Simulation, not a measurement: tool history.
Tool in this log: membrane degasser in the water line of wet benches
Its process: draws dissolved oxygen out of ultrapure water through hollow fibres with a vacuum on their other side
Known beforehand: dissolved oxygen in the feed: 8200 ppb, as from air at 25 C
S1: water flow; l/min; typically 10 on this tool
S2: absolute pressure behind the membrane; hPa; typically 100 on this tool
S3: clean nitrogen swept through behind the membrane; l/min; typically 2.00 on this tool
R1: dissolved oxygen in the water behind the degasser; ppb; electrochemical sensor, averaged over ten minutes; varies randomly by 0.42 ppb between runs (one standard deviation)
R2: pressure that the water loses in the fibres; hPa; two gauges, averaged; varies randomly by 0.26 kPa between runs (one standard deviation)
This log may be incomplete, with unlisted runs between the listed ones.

run	day	S1	S2	S3	R1	R2
1	0.000	10	100	2.00	90.1	696.4
2	1.188	10	100	2.00	90.7	688.8
3	2.625	10	100	2.00	90.4	691.3
4	4.312	10	100	2.00	90.3	692.7
5	5.933	13	100	2.00	119.1	898.9
6	7.800	10	105	2.00	96.6	696.3
7	9.629	10	105	2.00	97.4	696.9
8	11.562	10	105	2.00	97.0	691.5
9	13.246	10	100	2.00	91.4	692.2
10	14.621	10	100	1.03	163.6	697.2
11	15.688	10	100	1.03	165.6	698.1
12	17.183	10	100	1.03	167.3	690.2
13	18.388	10	100	1.03	166.8	693.1
14	19.304	10	100	1.03	166.6	691.5
15	20.950	9	100	2.49	67.6	625.5
16	22.308	9	100	2.49	65.5	626.6
17	23.379	9	100	2.49	65.5	628.7
18	24.950	9	100	2.49	65.1	623.8
19	26.338	7	100	2.33	53.7	483.8
20	28.133	8	150	2.00	119.7	553.6
21	29.325	7	77	2.00	42.0	484.5
22	30.875	8	197	2.00	166.0	558.9
23	32.779	6	114	2.00	63.6	418.4
24	33.700	11	100	1.07	171.4	761.7
25	35.079	16	136	3.90	120.9	1112.2
26	36.188	16	209	3.90	193.2	1112.3
27	37.817	16	209	3.90	192.3	1105.3

Not shown here: 2 entries made in the log between runs. Locate each between two listed runs and compare the hidden state at the listed run before it with the hidden state at the listed run after it:
Logged between run 11 and run 12: vacuum gauge calibrated (day 15.842)
  true pressure behind the membrane over the reading, kPa: 0.18 -> 0.25
  what was measured, less what the result would be without the hidden state, R1: +6.8 -> +8.5 ppb; R2: +3.9 -> +4.0 hPa
Logged between run 15 and run 16: vacuum gauge calibrated, once more (day 21.096)
  true pressure behind the membrane over the reading, kPa: 0.26 -> -0.01
  what was measured, less what the result would be without the hidden state, R1: +3.9 -> +1.5 ppb; R2: +3.8 -> +3.9 hPa
